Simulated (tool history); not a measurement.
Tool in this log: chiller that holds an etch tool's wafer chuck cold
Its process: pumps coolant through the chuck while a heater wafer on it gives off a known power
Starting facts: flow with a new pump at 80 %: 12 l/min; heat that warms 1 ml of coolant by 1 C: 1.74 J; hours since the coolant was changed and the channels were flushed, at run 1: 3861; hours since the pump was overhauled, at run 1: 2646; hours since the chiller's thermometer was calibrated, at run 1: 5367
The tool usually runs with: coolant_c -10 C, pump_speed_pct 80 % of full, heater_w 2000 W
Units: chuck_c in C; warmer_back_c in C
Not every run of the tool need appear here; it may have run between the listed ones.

| run | hour | coolant_c | pump_speed_pct | heater_w | hours since the coolant was changed and the channels were flushed | hours since the pump was overhauled | hours since the chiller's thermometer was calibrated | chuck_c | warmer_back_c |
|---|---|---|---|---|---|---|---|---|---|
| 1 | 0.0 | -10 | 80 | 2000 | 3861 | 2646 | 5367 | 10.7 | 5.94 |
|  | 58.8 | chiller's thermometer calibrated |
| 2 | 58.8 | -20 | 80 | 2000 | 3919 | 2704 | 0 | 0.0 | 5.95 |
| 3 | 105.1 | -20 | 80 | 2000 | 3965 | 2751 | 46 | 0.0 | 5.94 |
| 4 | 175.7 | -20 | 80 | 2000 | 4036 | 2821 | 117 | 0.2 | 6.01 |
| 5 | 240.6 | -20 | 80 | 2938 | 4100 | 2886 | 182 | 10.0 | 8.84 |
| 6 | 309.5 | -4 | 80 | 2000 | 4169 | 2955 | 251 | 16.5 | 6.01 |
| 7 | 359.7 | -4 | 80 | 2000 | 4220 | 3005 | 301 | 16.6 | 5.98 |
| 8 | 409.0 | -4 | 80 | 2000 | 4269 | 3054 | 350 | 16.5 | 5.97 |
| 9 | 439.9 | -10 | 80 | 1767 | 4300 | 3085 | 381 | 8.2 | 5.23 |
| 10 | 476.4 | -10 | 71 | 1767 | 4336 | 3122 | 418 | 9.6 | 6.11 |
| 11 | 543.4 | -10 | 71 | 1767 | 4403 | 3189 | 485 | 9.7 | 6.10 |
| 12 | 581.9 | -10 | 71 | 1767 | 4442 | 3227 | 523 | 9.8 | 6.07 |
| 13 | 650.0 | -10 | 71 | 1767 | 4510 | 3295 | 591 | 9.9 | 6.02 |
| 14 | 695.8 | -10 | 71 | 1767 | 4556 | 3341 | 637 | 9.8 | 6.09 |
| 15 | 735.6 | -10 | 92 | 1767 | 4596 | 3381 | 677 | 6.7 | 4.63 |
|  | 744.1 | coolant pump overhauled |
| 16 | 791.2 | -19 | 92 | 1767 | 4646 | 47 | 727 | -1.9 | 4.74 |
| 17 | 842.9 | -19 | 100 | 1379 | 4698 | 99 | 779 | -6.3 | 3.40 |
|  | 892.2 | coolant pump overhauled, once more |
| 18 | 902.2 | -9 | 89 | 1969 | 4752 | 10 | 833 | 9.7 | 5.02 |
| 19 | 939.3 | -10 | 78 | 2000 | 4789 | 47 | 871 | 10.8 | 5.90 |
| 20 | 977.1 | -10 | 80 | 1813 | 4827 | 85 | 908 | 8.1 | 5.15 |
| 21 | 1029.8 | -10 | 80 | 1813 | 4880 | 138 | 961 | 8.5 | 5.22 |
| 22 | 1063.7 | -10 | 80 | 1813 | 4914 | 172 | 995 | 8.6 | 5.14 |
| 23 | 1115.1 | -10 | 85 | 1064 | 4965 | 223 | 1046 | 0.6 | 2.87 |
| 24 | 1173.7 | -1 | 67 | 2354 | 5024 | 281 | 1105 | 26.5 | 8.26 |
| 25 | 1235.9 | -10 | 91 | 2541 | 5086 | 344 | 1167 | 14.0 | 6.46 |
| 26 | 1282.1 | -10 | 60 | 1893 | 5132 | 390 | 1213 | 14.1 | 7.44 |

Had the tool no unlogged condition, and each run kept its random variation, what would the results have been?
Unlogged tool condition in this case: heat passed by the chuck's channels, % of clean ones'; flow at a given pump speed, % of a new pump's; coolant's true temperature over the reading, C; drift of the gauge itself on chuck_c, C; drift of the gauge itself on warmer_back_c, C.
| run | chuck_c | warmer_back_c |
|---|---|---|
| 1 | 7.5 | 5.72 |
| 2 | -2.6 | 5.73 |
| 3 | -2.7 | 5.71 |
| 4 | -2.5 | 5.77 |
| 5 | 5.9 | 8.49 |
| 6 | 13.6 | 5.77 |
| 7 | 13.7 | 5.73 |
| 8 | 13.6 | 5.71 |
| 9 | 5.5 | 5.00 |
| 10 | 6.8 | 5.84 |
| 11 | 6.8 | 5.83 |
| 12 | 6.8 | 5.80 |
| 13 | 6.9 | 5.74 |
| 14 | 6.8 | 5.80 |
| 15 | 4.1 | 4.41 |
| 16 | -4.9 | 4.38 |
| 17 | -8.6 | 3.14 |
| 18 | 7.1 | 5.00 |
| 19 | 7.9 | 5.87 |
| 20 | 5.6 | 5.13 |
| 21 | 5.8 | 5.19 |
| 22 | 5.9 | 5.10 |
| 23 | -0.9 | 2.85 |
| 24 | 22.5 | 8.20 |
| 25 | 10.4 | 6.40 |
| 26 | 10.6 | 7.37 |
